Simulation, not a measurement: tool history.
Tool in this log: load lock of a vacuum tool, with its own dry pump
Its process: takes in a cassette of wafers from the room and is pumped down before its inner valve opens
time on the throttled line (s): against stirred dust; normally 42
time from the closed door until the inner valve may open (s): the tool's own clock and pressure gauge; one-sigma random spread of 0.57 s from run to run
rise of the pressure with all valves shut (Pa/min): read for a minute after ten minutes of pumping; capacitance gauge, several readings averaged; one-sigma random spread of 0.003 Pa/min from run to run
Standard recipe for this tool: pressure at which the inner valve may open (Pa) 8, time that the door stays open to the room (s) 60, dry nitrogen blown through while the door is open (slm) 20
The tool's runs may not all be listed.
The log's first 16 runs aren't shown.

| run | hour | time on the throttled line (s) | pressure at which the inner valve may open (Pa) | time that the door stays open to the room (s) | dry nitrogen blown through while the door is open (slm) | incoming humidity of the room's air, % | time from the closed door until the inner valve may open (s) | rise of the pressure with all valves shut (Pa/min) |
|---|---|---|---|---|---|---|---|---|
| 17 | 5934.7 | 42 | 16 | 60 | 20 | 44.0 | 86.1 | 0.136 |
| 18 | 6456.6 | 42 | 10 | 60 | 20 | 49.2 | 89.8 | 0.138 |
| 19 | 6948.2 | 42 | 10 | 60 | 20 | 45.2 | 89.3 | 0.146 |
| 20 | 7431.8 | 42 | 9 | 30 | 13 | 44.0 | 91.5 | 0.150 |
| 21 | 7693.8 | 42 | 9 | 30 | 13 | 44.6 | 90.8 | 0.160 |
| 22 | 8030.2 | 42 | 12 | 97 | 34 | 45.5 | 90.0 | 0.161 |
| 23 | 8557.2 | 42 | 8 | 60 | 19 | 45.6 | 93.2 | 0.179 |
| 24 | 9055.4 | 43 | 11 | 60 | 20 | 44.2 | 92.7 | 0.186 |
| 25 | 9336.5 | 42 | 7 | 60 | 15 | 45.9 | 95.9 | 0.198 |
| 26 | 9845.3 | 41 | 7 | 238 | 15 | 43.7 | 95.8 | 0.230 |
| 27 | 10314.5 | 41 | 7 | 238 | 15 | 44.1 | 96.0 | 0.243 |
|  | 10642.8 | dry pump taken out, an overhauled one fitted |
| 28 | 10642.8 | 41 | 7 | 42 | 15 | 43.4 | 80.2 | 0.224 |
| 29 | 11068.3 | 35 | 10 | 69 | 13 | 44.1 | 73.4 | 0.241 |
| 30 | 11406.3 | 29 | 12 | 60 | 5 | 46.6 | 67.5 | 0.264 |
| 31 | 11754.4 | 29 | 12 | 60 | 5 | 42.3 | 67.5 | 0.267 |
| 32 | 12036.2 | 42 | 7 | 66 | 32 | 46.2 | 81.7 | 0.253 |
| 33 | 12584.7 | 42 | 8 | 60 | 20 | 46.8 | 81.2 | 0.262 |
| 34 | 13110.7 | 42 | 8 | 60 | 20 | 44.0 | 82.1 | 0.278 |
| 35 | 13534.2 | 42 | 8 | 60 | 20 | 46.1 | 84.0 | 0.284 |
| 36 | 13870.6 | 69 | 13 | 62 | 28 | 45.4 | 103.2 | 0.297 |

Branching from run 36: 3 alternative next runs. What would each branch give?
| A | 14321.0 | 42 | 7 | 60 | 7 | 45.5 | ? | ? |
| B | 14321.0 | 30 | 9 | 62 | 32 | 43.5 | ? | ? |
| C | 14321.0 | 53 | 9 | 157 | 20 | 43.8 | ? | ? |

| run | time from the closed door until the inner valve may open (s) | rise of the pressure with all valves shut (Pa/min) |
|---|---|---|
| A | 83.7 | 0.334 |
| B | 73.4 | 0.305 |
| C | 91.6 | 0.318 |
Had the tool no hidden state, the same runs would have come out as:
| run | time from the closed door until the inner valve may open (s) | rise of the pressure with all valves shut (Pa/min) |
|---|---|---|
| A | 81.7 | 0.046 |
| B | 71.3 | 0.021 |
| C | 89.6 | 0.031 |
